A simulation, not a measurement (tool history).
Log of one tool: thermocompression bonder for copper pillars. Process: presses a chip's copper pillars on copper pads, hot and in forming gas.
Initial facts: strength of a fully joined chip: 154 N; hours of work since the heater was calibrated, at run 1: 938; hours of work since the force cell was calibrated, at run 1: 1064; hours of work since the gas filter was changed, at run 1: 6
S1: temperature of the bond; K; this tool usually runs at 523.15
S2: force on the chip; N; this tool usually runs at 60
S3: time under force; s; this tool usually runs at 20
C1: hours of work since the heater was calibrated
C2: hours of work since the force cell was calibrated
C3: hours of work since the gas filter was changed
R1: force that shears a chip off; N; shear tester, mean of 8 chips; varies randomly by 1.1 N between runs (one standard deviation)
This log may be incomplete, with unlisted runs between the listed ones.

run,hour,S1,S2,S3,C1,C2,C3,R1
1,0,523.15,60,20,938,1064,6,80.7
# hour 26.7: heater calibrated with a thermocouple chip
2,36.2,523.15,60,20,7,1091,33,73.8
3,79.2,552.15,60,20,41,1125,67,104.8
4,118,552.15,60,20,72,1155,98,102.5
5,142.6,523.15,60,15,91,1175,117,60.8
6,166.1,523.15,60,15,110,1193,135,61.2
# hour 187.8: heater calibrated with a thermocouple chip, once more
7,196.8,523.15,60,12,7,1216,158,74.7
8,234.7,523.15,60,20,37,1245,188,87.8
9,262.2,523.15,60,20,58,1267,209,85.1
10,307.9,523.15,60,20,94,1303,245,84.4
11,334.2,523.15,60,20,115,1324,266,83.2
# hour 339: forming gas filter changed
12,377.1,523.15,60,20,149,1357,30,94.4
13,402.1,521.15,60,14,168,1377,50,79.8
14,442.2,521.15,60,14,200,1408,81,76.5
15,491.4,521.15,60,14,238,1447,120,74.3
16,539.6,523.15,65,35,276,1485,158,101.4
17,569.9,539.15,37,43,300,1509,182,99
18,603.9,537.15,85,29,327,1535,208,115.8
19,627.4,524.15,60,20,345,1554,227,80.3
# hour 678.7: forming gas filter changed
20,678.7,523.15,60,14,385,1594,0,79.5
21,720.8,536.15,66,27,418,1627,33,113.3
22,768,536.15,66,27,456,1664,70,112.8
23,809,495.15,56,27,488,1696,102,55.6
24,851.9,495.15,89,27,522,1730,136,72.3

Alternative continuations, all from the tool just after run 24; predict every row:
A,901.3,527.15,83,45,560,1769,175,?
B,901.3,511.15,89,27,560,1769,175,?
C,901.3,522.15,51,31,560,1769,175,?
D,901.3,544.15,89,11,560,1769,175,?

run,R1
A,118.2
B,89.2
C,81.4
D,104.3
With no hidden state in the tool, these same runs would have given:
run,R1
A,136.5
B,107.9
C,99.1
D,122.9

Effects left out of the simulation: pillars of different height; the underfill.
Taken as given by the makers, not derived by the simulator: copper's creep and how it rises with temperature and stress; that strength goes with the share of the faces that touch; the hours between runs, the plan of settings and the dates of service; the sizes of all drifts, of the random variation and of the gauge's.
